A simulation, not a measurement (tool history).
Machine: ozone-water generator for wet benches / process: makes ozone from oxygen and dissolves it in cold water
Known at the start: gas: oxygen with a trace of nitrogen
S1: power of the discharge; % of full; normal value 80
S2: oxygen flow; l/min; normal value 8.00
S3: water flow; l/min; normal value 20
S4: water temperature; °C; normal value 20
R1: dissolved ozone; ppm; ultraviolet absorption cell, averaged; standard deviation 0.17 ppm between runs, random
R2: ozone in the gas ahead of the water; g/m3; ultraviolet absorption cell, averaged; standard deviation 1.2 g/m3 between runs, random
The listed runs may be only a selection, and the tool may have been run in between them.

| run | hour | S1 | S2 | S3 | S4 | R1 | R2 |
|---|---|---|---|---|---|---|---|
| 1 | 0.0 | 80 | 8.00 | 20 | 20 | 21.2 | 215.6 |
| 2 | 47.7 | 80 | 8.00 | 20 | 17 | 22.8 | 216.6 |
| 3 | 77.6 | 80 | 8.00 | 12 | 20 | 29.3 | 217.6 |
| 4 | 138.5 | 80 | 8.00 | 12 | 20 | 29.7 | 214.6 |
| 5 | 182.5 | 80 | 8.00 | 12 | 20 | 29.6 | 215.0 |
| 6 | 222.4 | 80 | 8.00 | 12 | 20 | 29.5 | 217.3 |
| 7 | 274.7 | 80 | 8.00 | 12 | 20 | 29.1 | 214.0 |
| 8 | 331.0 | 80 | 8.00 | 20 | 19 | 22.1 | 216.1 |
| 9 | 392.3 | 80 | 8.00 | 20 | 19 | 22.2 | 213.3 |
| 10 | 452.5 | 80 | 8.00 | 20 | 19 | 21.9 | 214.0 |
| 11 | 511.0 | 80 | 8.00 | 25 | 20 | 18.2 | 214.1 |
| 12 | 566.4 | 80 | 5.44 | 20 | 20 | 20.1 | 240.2 |
|  | 577.1 | contactor cleaned |
| 13 | 601.7 | 80 | 7.91 | 25 | 20 | 17.8 | 213.3 |
| 14 | 631.8 | 80 | 7.91 | 25 | 20 | 17.9 | 214.6 |
| 15 | 686.4 | 47 | 9.63 | 25 | 21 | 13.8 | 151.0 |
| 16 | 738.8 | 53 | 8.00 | 13 | 20 | 22.2 | 168.7 |
| 17 | 800.4 | 53 | 8.00 | 13 | 20 | 22.5 | 169.7 |
| 18 | 870.9 | 53 | 4.29 | 13 | 14 | 23.1 | 206.4 |
| 19 | 934.9 | 57 | 9.10 | 20 | 20 | 17.8 | 171.2 |
| 20 | 987.0 | 80 | 8.00 | 27 | 20 | 16.8 | 213.1 |
|  | 1017.8 | contactor cleaned, once more |
| 21 | 1060.7 | 70 | 8.00 | 20 | 24 | 18.9 | 198.8 |

4 options for the next run, each taken on its own from the tool as it stands now. Forecast them:
| A | 1130.4 | 64 | 8.00 | 23 | 26 | ? | ? |
| B | 1130.4 | 70 | 4.93 | 28 | 25 | ? | ? |
| C | 1130.4 | 80 | 8.00 | 18 | 20 | ? | ? |
| D | 1130.4 | 70 | 8.00 | 20 | 24 | ? | ? |

| run | R1 | R2 |
|---|---|---|
| A | 15.8 | 187.8 |
| B | 13.1 | 226.6 |
| C | 23.3 | 211.5 |
| D | 18.8 | 196.6 |
The same runs, with their run-to-run variation unchanged, on a tool lacking any hidden condition would have given:
| run | R1 | R2 |
|---|---|---|
| A | 16.3 | 192.5 |
| B | 13.5 | 232.5 |
| C | 24.1 | 217.5 |
| D | 19.4 | 201.8 |
